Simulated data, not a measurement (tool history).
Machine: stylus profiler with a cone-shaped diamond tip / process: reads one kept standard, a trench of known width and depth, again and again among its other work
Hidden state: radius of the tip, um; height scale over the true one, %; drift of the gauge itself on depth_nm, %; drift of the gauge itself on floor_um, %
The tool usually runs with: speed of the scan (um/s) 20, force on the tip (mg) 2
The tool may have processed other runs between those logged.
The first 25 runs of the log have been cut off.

run	hour	speed of the scan (um/s)	force on the tip (mg)	scans with this tip	hours of work since the height scale was calibrated	depth of the trench (angstrom)	width of the trench's floor (nm)
26	1562.2	9	3.01	13947	136	10196	16510
27	1639.7	9	3.01	14415	170	10197.7	16510
28	1679.4	10	4.61	14656	187	10257	16510
29	1741.3	36	1.19	15030	215	10102.2	16360
30	1786.4	9	5.48	15303	234	10292.6	16470
31	1825	9	5.48	15536	251	10295.2	16510
32	1899.3	68	2	15986	284	10149	16340
33	1959.8	68	2	16352	311	10146.4	16270
34	2029.1	68	2	16771	342	10149.6	16310
35	2083.2	68	2	17098	365	10152.7	16320
36	2171.7	10	2.07	17634	404	10153.1	16450
# hour 2209.3: new tip fitted, height scale calibrated
37	2224.5	10	2.07	92	7	10150.6	16560
38	2287.4	10	2.07	473	34	10153.2	16530
39	2341	20	3.35	797	58	10209.3	16490
40	2399.8	20	3.35	1152	84	10214.1	16480
41	2451.6	38	1.16	1466	107	10103.4	16320
42	2515.9	52	1.76	1855	135	10136.4	16330
43	2554.6	52	1.76	2089	152	10134.3	16320
44	2632.6	52	1.76	2561	187	10136.8	16380
45	2689.2	52	1.76	2903	212	10135.3	16360
46	2778.4	8	1.93	3442	251	10143.7	16530

Each row is a separate what-if for the run after 46, all from the same tool condition, not one after another. Results?
A	2824.9	5	4.93	3724	272	?	?
B	2824.9	77	2.27	3724	272	?	?
C	2824.9	41	0.68	3724	272	?	?
D	2824.9	25	5.48	3724	272	?	?

run	depth of the trench (angstrom)	width of the trench's floor (nm)
A	10273.7	16520
B	10160.6	16330
C	10073.7	16270
D	10292.4	16440
Stripped of hidden state, with their random variation kept, the same runs would have yielded:
run	depth of the trench (angstrom)	width of the trench's floor (nm)
A	10273.7	16520
B	10160.6	16330
C	10073.7	16270
D	10292.3	16450

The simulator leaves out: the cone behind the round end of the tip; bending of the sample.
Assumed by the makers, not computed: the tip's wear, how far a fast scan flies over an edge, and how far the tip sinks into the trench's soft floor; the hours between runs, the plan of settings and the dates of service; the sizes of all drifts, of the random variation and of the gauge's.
